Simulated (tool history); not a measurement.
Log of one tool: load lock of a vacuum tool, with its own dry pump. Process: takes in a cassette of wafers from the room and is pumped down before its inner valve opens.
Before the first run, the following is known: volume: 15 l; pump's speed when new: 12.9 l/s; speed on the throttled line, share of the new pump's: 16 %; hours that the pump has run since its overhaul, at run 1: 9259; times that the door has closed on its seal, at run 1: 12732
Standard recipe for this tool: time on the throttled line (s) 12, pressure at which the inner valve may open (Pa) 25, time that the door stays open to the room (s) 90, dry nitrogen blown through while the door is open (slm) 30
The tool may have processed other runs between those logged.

run,hour,time on the throttled line (s),pressure at which the inner valve may open (Pa),time that the door stays open to the room (s),dry nitrogen blown through while the door is open (slm),hours that the pump has run since its overhaul,times that the door has closed on its seal,"incoming humidity of the room's air, %",time from the closed door until the inner valve may open (s),rise of the pressure with all valves shut (Pa/min)
1,0,12,25,90,30,9259,12732,46.9,20.4,0.197
2,218.6,12,25,90,30,9478,13172,46.1,20.5,0.21
3,485,12,25,90,30,9744,13708,46.8,20.3,0.21
4,669.5,12,25,90,30,9929,14079,45,20.7,0.229
5,861.2,12,25,90,30,10120,14464,42.9,20.7,0.223
6,1063.1,12,25,90,30,10322,14870,43,20.6,0.239
7,1221.6,12,25,90,30,10481,15189,45.3,20.5,0.24
8,1466.4,12,25,90,30,10726,15682,43.6,20.7,0.257
9,1652.4,12,25,90,30,10912,16056,43.4,20.6,0.266
10,1887.6,12,25,90,30,11147,16529,41.7,20.6,0.273
11,2075.9,12,25,90,30,11335,16908,45.9,20.9,0.287
12,2341.5,12,25,90,30,11601,17442,42.3,20.6,0.298
13,2568.5,12,25,90,30,11828,17898,44.8,21,0.313
14,2723.6,12,25,90,30,11983,18210,45.3,20.8,0.318
15,2878,12,25,90,30,12137,18521,44,20.8,0.322
16,3030.2,15,33,49,30,12290,18827,45.3,22.7,0.319
17,3144.1,15,28,35,31,12403,19056,48,23.2,0.323
18,3363.7,11,47,35,41,12623,19498,45.8,19.2,0.334
19,3585.9,16,25,90,42,12845,19945,44,23.9,0.358
20,3764.2,16,25,90,42,13024,20303,45.7,24.3,0.365
21,3946.3,8,24,139,31,13206,20670,45.5,18,0.393
22,4057,10,40,139,31,13316,20893,45.3,18.5,0.393
23,4169.1,12,37,95,30,13428,21118,46.5,20.4,0.395
24,4362.6,7,25,113,30,13622,21507,45.6,16.9,0.418
25,4498.3,22,22,67,30,13758,21780,46.6,29.5,0.406
26,4684.7,22,22,67,30,13944,22155,46.7,29.3,0.42
27,4833.9,16,50,222,4,14093,22455,49.8,23.4,0.54
28,4982.7,15,31,55,5,14242,22754,45.3,23.5,0.457

3 ways to go on from here, each from the tool as it stands after run 28. What would each give?
A,5204.4,10,19,138,30,14464,23200,44.4,?,?
B,5204.4,15,31,55,18,14464,23200,42.5,?,?
C,5204.4,14,30,55,8,14464,23200,41.8,?,?

run,time from the closed door until the inner valve may open (s),rise of the pressure with all valves shut (Pa/min)
A,20,0.462
B,23.4,0.441
C,22.1,0.46
Take away the tool's hidden state, keep each run's random variation, and the runs would have read:
run,time from the closed door until the inner valve may open (s),rise of the pressure with all valves shut (Pa/min)
A,18.6,0.042
B,22.2,0.031
C,20.9,0.044

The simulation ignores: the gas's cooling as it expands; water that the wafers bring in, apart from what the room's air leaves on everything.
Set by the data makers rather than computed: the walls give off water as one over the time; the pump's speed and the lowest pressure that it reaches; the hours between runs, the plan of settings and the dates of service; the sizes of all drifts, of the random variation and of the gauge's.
